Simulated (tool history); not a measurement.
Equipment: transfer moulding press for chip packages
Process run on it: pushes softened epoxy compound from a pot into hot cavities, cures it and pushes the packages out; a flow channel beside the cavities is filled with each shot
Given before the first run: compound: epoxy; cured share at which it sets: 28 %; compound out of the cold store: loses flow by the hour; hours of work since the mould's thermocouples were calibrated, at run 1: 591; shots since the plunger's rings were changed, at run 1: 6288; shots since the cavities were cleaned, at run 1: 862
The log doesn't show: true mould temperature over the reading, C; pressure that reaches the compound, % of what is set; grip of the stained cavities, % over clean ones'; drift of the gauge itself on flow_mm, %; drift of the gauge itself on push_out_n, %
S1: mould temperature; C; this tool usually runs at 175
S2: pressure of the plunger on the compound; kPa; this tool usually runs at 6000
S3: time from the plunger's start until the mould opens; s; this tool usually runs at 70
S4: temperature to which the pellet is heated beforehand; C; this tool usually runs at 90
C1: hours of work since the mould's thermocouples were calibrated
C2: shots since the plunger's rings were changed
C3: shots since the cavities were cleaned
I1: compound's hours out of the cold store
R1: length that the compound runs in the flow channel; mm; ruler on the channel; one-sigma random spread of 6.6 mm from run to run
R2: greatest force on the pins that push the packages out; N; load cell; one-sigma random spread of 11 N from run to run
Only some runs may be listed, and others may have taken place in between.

| run | hour | S1 | S2 | S3 | S4 | C1 | C2 | C3 | I1 | R1 | R2 |
|---|---|---|---|---|---|---|---|---|---|---|---|
| 1 | 0.0 | 175 | 6000 | 70 | 90 | 591 | 6288 | 862 | 11.7 | 843 | 522 |
|  | 17.0 | plunger's sealing rings changed |
|  | 25.7 | cavities cleaned with cleaning compound and waxed |
| 2 | 42.6 | 175 | 6000 | 70 | 90 | 616 | 343 | 241 | 44.2 | 687 | 504 |
|  | 109.7 | cavities cleaned with cleaning compound and waxed |
| 3 | 123.4 | 175 | 6000 | 70 | 90 | 668 | 1472 | 194 | 47.6 | 667 | 500 |
|  | 173.1 | mould's thermocouples calibrated |
|  | 194.4 | cavities cleaned with cleaning compound and waxed |
| 4 | 202.4 | 175 | 6000 | 70 | 90 | 18 | 2548 | 114 | 45.4 | 673 | 496 |
| 5 | 264.6 | 175 | 6000 | 70 | 90 | 59 | 3435 | 1001 | 17.1 | 801 | 524 |
|  | 277.3 | cavities cleaned with cleaning compound and waxed |
| 6 | 317.9 | 175 | 6000 | 70 | 90 | 93 | 4172 | 577 | 16.4 | 811 | 530 |
| 7 | 354.6 | 174 | 6000 | 70 | 90 | 117 | 4696 | 1101 | 28.9 | 755 | 520 |
|  | 359.9 | cavities cleaned with cleaning compound and waxed |
| 8 | 419.4 | 174 | 6000 | 70 | 90 | 158 | 5597 | 848 | 15.0 | 821 | 550 |
|  | 444.3 | cavities cleaned with cleaning compound and waxed |
| 9 | 464.2 | 175 | 6000 | 70 | 90 | 187 | 6213 | 283 | 22.9 | 762 | 508 |
|  | 483.8 | plunger's sealing rings changed |
| 10 | 520.8 | 175 | 6000 | 70 | 90 | 222 | 527 | 1055 | 43.6 | 676 | 505 |
|  | 531.9 | cavities cleaned with cleaning compound and waxed |
| 11 | 565.3 | 175 | 6000 | 70 | 90 | 250 | 1138 | 476 | 8.2 | 853 | 534 |
|  | 616.8 | cavities cleaned with cleaning compound and waxed |
| 12 | 635.1 | 175 | 6000 | 70 | 90 | 295 | 2112 | 261 | 17.1 | 808 | 511 |
| 13 | 687.1 | 175 | 6000 | 70 | 90 | 329 | 2852 | 1001 | 32.9 | 725 | 495 |
|  | 700.2 | cavities cleaned with cleaning compound and waxed |
| 14 | 749.2 | 175 | 6000 | 70 | 90 | 368 | 3715 | 697 | 34.0 | 721 | 492 |
|  | 782.9 | cavities cleaned with cleaning compound and waxed |
| 15 | 791.7 | 174 | 4830 | 70 | 90 | 395 | 4300 | 125 | 17.5 | 733 | 531 |
|  | 869.3 | cavities cleaned with cleaning compound and waxed |
| 16 | 871.6 | 174 | 4830 | 70 | 90 | 447 | 5416 | 32 | 12.8 | 747 | 536 |
| 17 | 909.7 | 183 | 7210 | 91 | 83 | 471 | 5959 | 575 | 36.9 | 763 | 434 |
|  | 946.8 | plunger's sealing rings changed |
|  | 959.9 | cavities cleaned with cleaning compound and waxed |
| 18 | 983.3 | 175 | 7260 | 75 | 81 | 517 | 500 | 334 | 20.7 | 867 | 507 |
| 19 | 1033.7 | 175 | 5610 | 68 | 97 | 550 | 1218 | 1052 | 30.6 | 714 | 526 |
|  | 1046.8 | cavities cleaned with cleaning compound and waxed |
| 20 | 1100.7 | 175 | 7100 | 88 | 89 | 593 | 2151 | 768 | 21.1 | 855 | 443 |
|  | 1134.2 | cavities cleaned with cleaning compound and waxed |
| 21 | 1165.4 | 175 | 7100 | 88 | 89 | 634 | 3051 | 445 | 19.3 | 869 | 455 |
|  | 1216.1 | cavities cleaned with cleaning compound and waxed |
| 22 | 1217.2 | 175 | 6000 | 71 | 90 | 667 | 3767 | 15 | 43.8 | 691 | 488 |
| 23 | 1252.6 | 174 | 5600 | 95 | 88 | 690 | 4272 | 520 | 26.1 | 743 | 445 |
|  | 1272.1 | mould's thermocouples calibrated |
|  | 1305.4 | cavities cleaned with cleaning compound and waxed |
| 24 | 1311.7 | 175 | 5950 | 70 | 82 | 25 | 5063 | 89 | 20.7 | 786 | 528 |
| 25 | 1363.9 | 181 | 5690 | 53 | 95 | 59 | 5808 | 834 | 34.5 | 687 | 596 |
|  | 1393.4 | cavities cleaned with cleaning compound and waxed |
|  | 1414.9 | plunger's sealing rings changed |
| 26 | 1429.9 | 181 | 5690 | 53 | 95 | 100 | 213 | 483 | 33.1 | 700 | 615 |

What differs in the tool's unlogged condition from the final listed run ahead of each entry between runs to the first listed run following it?
Between runs 1 and 2: plunger's sealing rings changed (hour 17.0); cavities cleaned with cleaning compound and waxed (hour 25.7)
  pressure that reaches the compound, % of what is set: 99.71 -> 99.97; grip of the stained cavities, % over clean ones': 1.3 -> 0.6
Between runs 2 and 3: cavities cleaned with cleaning compound and waxed (hour 109.7)
  pressure that reaches the compound, % of what is set: 99.97 -> 99.92; grip of the stained cavities, % over clean ones': 0.6 -> 0.4
Between runs 3 and 4: mould's thermocouples calibrated (hour 173.1); cavities cleaned with cleaning compound and waxed (hour 194.4)
  true mould temperature over the reading, C: 0.01 -> 0; pressure that reaches the compound, % of what is set: 99.92 -> 99.88; grip of the stained cavities, % over clean ones': 0.4 -> 0.3
Between runs 5 and 6: cavities cleaned with cleaning compound and waxed (hour 277.3)
  pressure that reaches the compound, % of what is set: 99.84 -> 99.81; grip of the stained cavities, % over clean ones': 1.5 -> 1.1
Between runs 7 and 8: cavities cleaned with cleaning compound and waxed (hour 359.9)
  pressure that reaches the compound, % of what is set: 99.79 -> 99.75; grip of the stained cavities, % over clean ones': 1.6 -> 1.4
Between runs 8 and 9: cavities cleaned with cleaning compound and waxed (hour 444.3)
  pressure that reaches the compound, % of what is set: 99.75 -> 99.72; grip of the stained cavities, % over clean ones': 1.4 -> 0.6
Between runs 9 and 10: plunger's sealing rings changed (hour 483.8)
  pressure that reaches the compound, % of what is set: 99.72 -> 99.97; grip of the stained cavities, % over clean ones': 0.6 -> 1.5
Between runs 10 and 11: cavities cleaned with cleaning compound and waxed (hour 531.9)
  true mould temperature over the reading, C: 0 -> 0.01; pressure that reaches the compound, % of what is set: 99.97 -> 99.95; grip of the stained cavities, % over clean ones': 1.5 -> 1.1
Between runs 11 and 12: cavities cleaned with cleaning compound and waxed (hour 616.8)
  pressure that reaches the compound, % of what is set: 99.95 -> 99.91; grip of the stained cavities, % over clean ones': 1.1 -> 0.6
Between runs 13 and 14: cavities cleaned with cleaning compound and waxed (hour 700.2)
  pressure that reaches the compound, % of what is set: 99.88 -> 99.84; grip of the stained cavities, % over clean ones': 1.5 -> 1.3
Between runs 14 and 15: cavities cleaned with cleaning compound and waxed (hour 782.9)
  pressure that reaches the compound, % of what is set: 99.84 -> 99.81; grip of the stained cavities, % over clean ones': 1.3 -> 0.4
Between runs 15 and 16: cavities cleaned with cleaning compound and waxed (hour 869.3)
  pressure that reaches the compound, % of what is set: 99.81 -> 99.77; grip of the stained cavities, % over clean ones': 0.4 -> 0.1
Between runs 17 and 18: plunger's sealing rings changed (hour 946.8); cavities cleaned with cleaning compound and waxed (hour 959.9)
  pressure that reaches the compound, % of what is set: 99.74 -> 99.97; grip of the stained cavities, % over clean ones': 1.1 -> 0.8
Between runs 19 and 20: cavities cleaned with cleaning compound and waxed (hour 1046.8)
  pressure that reaches the compound, % of what is set: 99.94 -> 99.9; grip of the stained cavities, % over clean ones': 1.6 -> 1.3
Between runs 20 and 21: cavities cleaned with cleaning compound and waxed (hour 1134.2)
  pressure that reaches the compound, % of what is set: 99.9 -> 99.86; grip of the stained cavities, % over clean ones': 1.3 -> 1
Between runs 21 and 22: cavities cleaned with cleaning compound and waxed (hour 1216.1)
  pressure that reaches the compound, % of what is set: 99.86 -> 99.83; grip of the stained cavities, % over clean ones': 1 -> 0.1
Between runs 23 and 24: mould's thermocouples calibrated (hour 1272.1); cavities cleaned with cleaning compound and waxed (hour 1305.4)
  true mould temperature over the reading, C: 0.01 -> 0; pressure that reaches the compound, % of what is set: 99.81 -> 99.77; grip of the stained cavities, % over clean ones': 1 -> 0.2
Between runs 25 and 26: cavities cleaned with cleaning compound and waxed (hour 1393.4); plunger's sealing rings changed (hour 1414.9)
  pressure that reaches the compound, % of what is set: 99.74 -> 99.99; grip of the stained cavities, % over clean ones': 1.4 -> 1
